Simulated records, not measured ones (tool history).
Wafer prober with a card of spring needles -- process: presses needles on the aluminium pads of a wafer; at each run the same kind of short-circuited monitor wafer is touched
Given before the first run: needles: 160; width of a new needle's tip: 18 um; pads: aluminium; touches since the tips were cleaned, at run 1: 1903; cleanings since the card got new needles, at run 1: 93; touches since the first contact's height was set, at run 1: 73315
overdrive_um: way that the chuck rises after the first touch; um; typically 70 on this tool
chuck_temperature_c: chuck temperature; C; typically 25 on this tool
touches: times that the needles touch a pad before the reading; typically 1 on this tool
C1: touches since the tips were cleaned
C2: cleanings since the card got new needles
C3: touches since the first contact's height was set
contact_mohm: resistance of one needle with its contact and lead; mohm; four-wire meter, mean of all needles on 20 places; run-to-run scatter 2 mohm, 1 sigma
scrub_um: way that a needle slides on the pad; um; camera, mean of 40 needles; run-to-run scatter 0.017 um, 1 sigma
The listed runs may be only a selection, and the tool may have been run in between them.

Run 1, day 0.000: usual settings; C1 1903; C2 93; C3 73315. Result: contact_mohm 224 mohm, scrub_um 9.22 um.
At day 0.046: tips cleaned on abrasive film.
At day 0.258: tips cleaned on abrasive film.
At day 0.471: tips cleaned on abrasive film.
At day 0.683: tips cleaned on abrasive film.
At day 0.896: tips cleaned on abrasive film.
At day 1.108: tips cleaned on abrasive film.
At day 1.321: tips cleaned on abrasive film.
At day 1.538: tips cleaned on abrasive film.
At day 1.708: tips cleaned on abrasive film.
At day 1.921: tips cleaned on abrasive film.
At day 2.133: tips cleaned on abrasive film.
At day 2.346: tips cleaned on abrasive film.
At day 2.558: tips cleaned on abrasive film.
At day 2.771: tips cleaned on abrasive film.
Run 2, day 2.829: usual settings; C1 766; C2 107; C3 110631. Result: contact_mohm 224 mohm, scrub_um 9.24 um.
At day 2.958: tips cleaned on abrasive film.
At day 3.171: tips cleaned on abrasive film.
At day 3.383: tips cleaned on abrasive film.
At day 3.596: tips cleaned on abrasive film.
At day 3.808: tips cleaned on abrasive film.
At day 4.021: tips cleaned on abrasive film.
At day 4.233: tips cleaned on abrasive film.
At day 4.446: tips cleaned on abrasive film.
Run 3, day 4.575: usual settings; C1 1697; C2 115; C3 133698. Result: contact_mohm 223 mohm, scrub_um 9.23 um.
At day 4.621: tips cleaned on abrasive film.
At day 4.833: tips cleaned on abrasive film.
At day 5.046: tips cleaned on abrasive film.
At day 5.217: tips cleaned on abrasive film.
At day 5.429: tips cleaned on abrasive film.
At day 5.642: tips cleaned on abrasive film.
At day 5.854: tips cleaned on abrasive film.
At day 6.067: tips cleaned on abrasive film.
At day 6.279: tips cleaned on abrasive film.
At day 6.492: tips cleaned on abrasive film.
At day 6.704: tips cleaned on abrasive film.
At day 6.917: tips cleaned on abrasive film.
At day 7.088: tips cleaned on abrasive film.
Run 4, day 7.142: usual settings; C1 694; C2 128; C3 167569. Result: contact_mohm 218 mohm, scrub_um 9.25 um.
At day 7.271: tips cleaned on abrasive film.
At day 7.442: tips cleaned on abrasive film.
At day 7.654: tips cleaned on abrasive film.
At day 7.825: tips cleaned on abrasive film.
At day 8.038: tips cleaned on abrasive film.
At day 8.050: height of the first contact set anew.
At day 8.221: tips cleaned on abrasive film.
At day 8.433: tips cleaned on abrasive film.
At day 8.646: tips cleaned on abrasive film.
At day 8.858: tips cleaned on abrasive film.
At day 9.075: tips cleaned on abrasive film.
At day 9.288: tips cleaned on abrasive film.
At day 9.500: tips cleaned on abrasive film.
At day 9.712: tips cleaned on abrasive film.
At day 9.925: tips cleaned on abrasive film.
Run 5, day 9.996: usual settings; C1 939; C2 142; C3 25680. Result: contact_mohm 225 mohm, scrub_um 9.21 um.
At day 10.125: tips cleaned on abrasive film.
At day 10.338: tips cleaned on abrasive film.
At day 10.550: tips cleaned on abrasive film.
At day 10.762: tips cleaned on abrasive film.
At day 10.975: tips cleaned on abrasive film.
At day 11.188: tips cleaned on abrasive film.
At day 11.400: tips cleaned on abrasive film.
At day 11.612: tips cleaned on abrasive film.
Run 6, day 11.738: usual settings; C1 1655; C2 150; C3 48702. Result: contact_mohm 224 mohm, scrub_um 9.21 um.
At day 11.825: tips cleaned on abrasive film.
At day 12.038: tips cleaned on abrasive film.
At day 12.250: tips cleaned on abrasive film.
At day 12.462: tips cleaned on abrasive film.
At day 12.675: tips cleaned on abrasive film.
At day 12.888: tips cleaned on abrasive film.
At day 13.100: tips cleaned on abrasive film.
At day 13.312: tips cleaned on abrasive film.
At day 13.525: tips cleaned on abrasive film.
At day 13.738: tips cleaned on abrasive film.
Run 7, day 13.838: usual settings; C1 1306; C2 160; C3 76436. Result: contact_mohm 219 mohm, scrub_um 9.23 um.
At day 13.925: tips cleaned on abrasive film.
At day 14.096: tips cleaned on abrasive film.
At day 14.308: tips cleaned on abrasive film.
At day 14.521: tips cleaned on abrasive film.
At day 14.692: tips cleaned on abrasive film.
At day 14.904: tips cleaned on abrasive film.
At day 15.117: tips cleaned on abrasive film.
At day 15.329: tips cleaned on abrasive film.
At day 15.542: tips cleaned on abrasive film.
At day 15.754: tips cleaned on abrasive film.
At day 15.925: tips cleaned on abrasive film.
At day 16.138: tips cleaned on abrasive film.
Run 8, day 16.262: usual settings; C1 1674; C2 172; C3 108472. Result: contact_mohm 223 mohm, scrub_um 9.19 um.
At day 16.350: tips cleaned on abrasive film.
At day 16.562: tips cleaned on abrasive film.
At day 16.733: tips cleaned on abrasive film.
At day 16.946: tips cleaned on abrasive film.
At day 17.162: tips cleaned on abrasive film.
At day 17.333: tips cleaned on abrasive film.
At day 17.546: tips cleaned on abrasive film.
At day 17.758: tips cleaned on abrasive film.
At day 17.971: tips cleaned on abrasive film.
At day 18.183: tips cleaned on abrasive film.
At day 18.354: tips cleaned on abrasive film.
Run 9, day 18.371: usual settings; C1 225; C2 183; C3 136250. Result: contact_mohm 223 mohm, scrub_um 9.21 um.
At day 18.542: tips cleaned on abrasive film.
At day 18.754: tips cleaned on abrasive film.
At day 18.967: tips cleaned on abrasive film.
At day 19.138: tips cleaned on abrasive film.
At day 19.350: tips cleaned on abrasive film.
At day 19.562: tips cleaned on abrasive film.
At day 19.779: tips cleaned on abrasive film.
At day 19.992: tips cleaned on abrasive film.
At day 20.162: tips cleaned on abrasive film.
Run 10, day 20.254: usual settings; C1 1256; C2 192; C3 161123. Result: contact_mohm 220 mohm, scrub_um 9.25 um.
At day 20.342: tips cleaned on abrasive film.
At day 20.554: tips cleaned on abrasive film.
At day 20.725: tips cleaned on abrasive film.
At day 20.938: tips cleaned on abrasive film.
At day 21.150: tips cleaned on abrasive film.
At day 21.321: tips cleaned on abrasive film.
At day 21.492: tips cleaned on abrasive film.
At day 21.675: height of the first contact set anew.
At day 21.721: tips cleaned on abrasive film.
At day 21.892: tips cleaned on abrasive film.
At day 22.104: tips cleaned on abrasive film.
At day 22.317: tips cleaned on abrasive film.
At day 22.529: tips cleaned on abrasive film.
At day 22.700: tips cleaned on abrasive film.
At day 22.912: tips cleaned on abrasive film.
At day 23.125: tips cleaned on abrasive film.
Run 11, day 23.212: usual settings but overdrive_um 82 um, chuck_temperature_c 96 C, touches 2; C1 1151; C2 207; C3 20270. Result: contact_mohm 235 mohm, scrub_um 10.78 um.
At day 23.300: tips cleaned on abrasive film.
At day 23.512: tips cleaned on abrasive film.
At day 23.725: tips cleaned on abrasive film.
At day 23.896: tips cleaned on abrasive film.
At day 24.108: tips cleaned on abrasive film.
At day 24.321: tips cleaned on abrasive film.
At day 24.533: tips cleaned on abrasive film.
At day 25.033: card fitted with new needles.
At day 25.204: tips cleaned on abrasive film.
At day 25.417: tips cleaned on abrasive film.
At day 25.629: tips cleaned on abrasive film.
At day 25.842: tips cleaned on abrasive film.
At day 26.054: tips cleaned on abrasive film.
At day 26.229: tips cleaned on abrasive film.
At day 26.442: tips cleaned on abrasive film.
Run 12, day 26.542: usual settings but overdrive_um 76 um; C1 1350; C2 7; C3 19906. Result: contact_mohm 216 mohm, scrub_um 9.99 um.
At day 26.629: tips cleaned on abrasive film.
At day 26.842: tips cleaned on abrasive film.
At day 27.054: tips cleaned on abrasive film.
At day 27.267: tips cleaned on abrasive film.
At day 27.479: tips cleaned on abrasive film.
At day 27.692: tips cleaned on abrasive film.
At day 27.904: tips cleaned on abrasive film.
At day 28.117: tips cleaned on abrasive film.
At day 28.329: tips cleaned on abrasive film.
At day 28.542: tips cleaned on abrasive film.
At day 28.754: tips cleaned on abrasive film.
At day 28.971: tips cleaned on abrasive film.
At day 29.183: tips cleaned on abrasive film.
Run 13, day 29.288: usual settings but overdrive_um 78 um; C1 1422; C2 20; C3 56190. Result: contact_mohm 223 mohm, scrub_um 10.25 um.
At day 29.375: tips cleaned on abrasive film.
At day 29.588: tips cleaned on abrasive film.
At day 29.758: tips cleaned on abrasive film.
At day 29.971: tips cleaned on abrasive film.
At day 30.183: tips cleaned on abrasive film.
At day 30.396: tips cleaned on abrasive film.
At day 30.571: tips cleaned on abrasive film.
Run 14, day 30.571: usual settings but overdrive_um 78 um; C1 0; C2 27; C3 73091. Result: contact_mohm 218 mohm, scrub_um 10.20 um.
At day 30.783: tips cleaned on abrasive film.
At day 30.954: tips cleaned on abrasive film.
At day 31.167: tips cleaned on abrasive film.
At day 31.379: tips cleaned on abrasive film.
At day 31.592: tips cleaned on abrasive film.
At day 31.804: tips cleaned on abrasive film.
At day 32.017: tips cleaned on abrasive film.
At day 32.229: tips cleaned on abrasive film.
At day 32.446: tips cleaned on abrasive film.
At day 32.658: tips cleaned on abrasive film.
At day 32.871: tips cleaned on abrasive film.
At day 33.083: tips cleaned on abrasive film.
At day 33.254: tips cleaned on abrasive film.
Run 15, day 33.304: usual settings but overdrive_um 52 um, chuck_temperature_c 50 C; C1 702; C2 40; C3 109212. Result: contact_mohm 232 mohm, scrub_um 6.82 um.
At day 33.433: tips cleaned on abrasive film.
At day 33.604: tips cleaned on abrasive film.
At day 33.821: tips cleaned on abrasive film.
At day 34.033: tips cleaned on abrasive film.
At day 34.246: tips cleaned on abrasive film.
At day 34.458: tips cleaned on abrasive film.
At day 34.671: tips cleaned on abrasive film.
At day 34.883: tips cleaned on abrasive film.
At day 35.096: tips cleaned on abrasive film.
At day 35.308: tips cleaned on abrasive film.
At day 35.521: tips cleaned on abrasive film.
At day 35.733: tips cleaned on abrasive film.
At day 35.946: tips cleaned on abrasive film.
Run 16, day 35.950: usual settings but overdrive_um 75 um, chuck_temperature_c 34 C; C1 38; C2 53; C3 144114. Result: contact_mohm 221 mohm, scrub_um 9.84 um.

The logged runs with the hidden state left out (each run's random variation unchanged):
Hidden state present: debris on the tips, nm; way that the needles fall short of the set height, um; tips' diameter, um; drift of the gauge itself on contact_mohm, %; drift of the gauge itself on scrub_um, %.
run  scrub_um
  1      9.22
  2      9.25
  3      9.25
  4      9.27
  5      9.24
  6      9.23
  7      9.26
  8      9.24
  9      9.25
 10      9.30
 11     10.85
 12     10.06
 13     10.32
 14     10.28
 15      6.88
 16      9.93
For contact_mohm, the value without the hidden state is never more than 1 mohm from the measured value.
